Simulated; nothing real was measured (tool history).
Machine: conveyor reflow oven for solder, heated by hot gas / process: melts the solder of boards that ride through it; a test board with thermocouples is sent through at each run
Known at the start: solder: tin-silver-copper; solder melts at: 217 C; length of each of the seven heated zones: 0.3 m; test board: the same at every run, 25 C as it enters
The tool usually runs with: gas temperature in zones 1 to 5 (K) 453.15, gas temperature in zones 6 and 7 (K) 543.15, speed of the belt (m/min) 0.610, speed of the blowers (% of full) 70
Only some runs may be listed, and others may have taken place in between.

| run | hour | gas temperature in zones 1 to 5 (K) | gas temperature in zones 6 and 7 (K) | speed of the belt (m/min) | speed of the blowers (% of full) | highest temperature of the board (K) | time above the solder's melting point (s) |
|---|---|---|---|---|---|---|---|
| 1 | 0.0 | 453.15 | 543.15 | 0.610 | 70 | 528.65 | 48.6 |
| 2 | 5.3 | 453.15 | 543.15 | 0.610 | 70 | 528.85 | 48.4 |
| 3 | 15.9 | 453.15 | 543.15 | 0.610 | 70 | 528.65 | 48.5 |
| 4 | 22.6 | 453.15 | 543.15 | 0.694 | 70 | 524.65 | 39.8 |
| 5 | 29.4 | 453.15 | 543.15 | 0.694 | 70 | 524.65 | 39.9 |
| 6 | 37.8 | 467.15 | 543.15 | 0.694 | 70 | 527.55 | 45.5 |
|  | 46.3 | flux residue cleaned out of gas plates and filters |
| 7 | 50.7 | 467.15 | 543.15 | 0.694 | 70 | 527.25 | 45.4 |
| 8 | 59.7 | 467.15 | 543.15 | 0.694 | 70 | 527.15 | 45.3 |
| 9 | 69.6 | 467.15 | 543.15 | 0.694 | 70 | 527.25 | 45.3 |
| 10 | 75.5 | 447.15 | 543.15 | 0.694 | 70 | 522.85 | 37.4 |
| 11 | 81.3 | 453.15 | 543.15 | 0.677 | 70 | 525.15 | 41.5 |
|  | 88.2 | flux residue cleaned out of gas plates and filters, once more |
| 12 | 91.2 | 453.15 | 543.15 | 0.677 | 70 | 526.55 | 42.4 |
| 13 | 98.1 | 446.15 | 543.15 | 0.610 | 70 | 528.35 | 46.6 |
| 14 | 106.1 | 466.15 | 543.15 | 0.610 | 70 | 531.65 | 54.4 |
| 15 | 112.3 | 466.15 | 543.15 | 0.610 | 70 | 531.85 | 54.5 |
| 16 | 122.9 | 466.15 | 543.15 | 0.610 | 70 | 531.85 | 54.3 |
| 17 | 128.5 | 466.15 | 543.15 | 0.610 | 70 | 531.75 | 54.2 |
| 18 | 137.3 | 466.15 | 546.15 | 0.610 | 86 | 536.35 | 56.5 |
| 19 | 145.3 | 453.15 | 543.15 | 0.610 | 58 | 527.45 | 47.4 |
| 20 | 155.5 | 462.15 | 543.15 | 0.617 | 70 | 530.95 | 52.1 |
| 21 | 161.8 | 462.15 | 543.15 | 0.617 | 70 | 530.85 | 51.7 |
| 22 | 167.4 | 461.15 | 543.15 | 0.527 | 70 | 534.45 | 62.8 |
| 23 | 172.3 | 461.15 | 543.15 | 0.527 | 70 | 534.45 | 63.0 |
| 24 | 177.4 | 453.15 | 543.15 | 0.637 | 78 | 529.75 | 46.9 |
| 25 | 184.0 | 466.15 | 536.15 | 0.682 | 90 | 525.45 | 46.2 |
| 26 | 188.9 | 466.15 | 536.15 | 0.682 | 90 | 525.75 | 46.4 |
| 27 | 195.6 | 466.15 | 534.15 | 0.682 | 88 | 523.55 | 45.6 |
| 28 | 205.4 | 451.15 | 544.15 | 0.532 | 88 | 536.25 | 60.1 |
| 29 | 212.6 | 444.15 | 543.15 | 0.687 | 52 | 519.35 | 34.1 |
| 30 | 222.3 | 444.15 | 543.15 | 0.610 | 52 | 523.95 | 42.7 |
| 31 | 232.5 | 444.15 | 543.15 | 0.610 | 52 | 524.15 | 42.6 |
| 32 | 240.3 | 444.15 | 543.15 | 0.610 | 52 | 524.15 | 42.5 |

3 options for the next run, each taken on its own from the tool as it stands now. Forecast them:
| A | 249.4 | 449.15 | 543.15 | 0.712 | 59 | ? | ? |
| B | 249.4 | 453.15 | 543.15 | 0.602 | 70 | ? | ? |
| C | 249.4 | 444.15 | 543.15 | 0.671 | 52 | ? | ? |

| run | highest temperature of the board (K) | time above the solder's melting point (s) |
|---|---|---|
| A | 521.15 | 35.6 |
| B | 529.85 | 50.2 |
| C | 520.25 | 35.9 |
Had the tool no hidden state, the same runs would have come out as:
| run | highest temperature of the board (K) | time above the solder's melting point (s) |
|---|---|---|
| A | 520.45 | 34.5 |
| B | 529.35 | 49.0 |
| C | 519.45 | 34.7 |

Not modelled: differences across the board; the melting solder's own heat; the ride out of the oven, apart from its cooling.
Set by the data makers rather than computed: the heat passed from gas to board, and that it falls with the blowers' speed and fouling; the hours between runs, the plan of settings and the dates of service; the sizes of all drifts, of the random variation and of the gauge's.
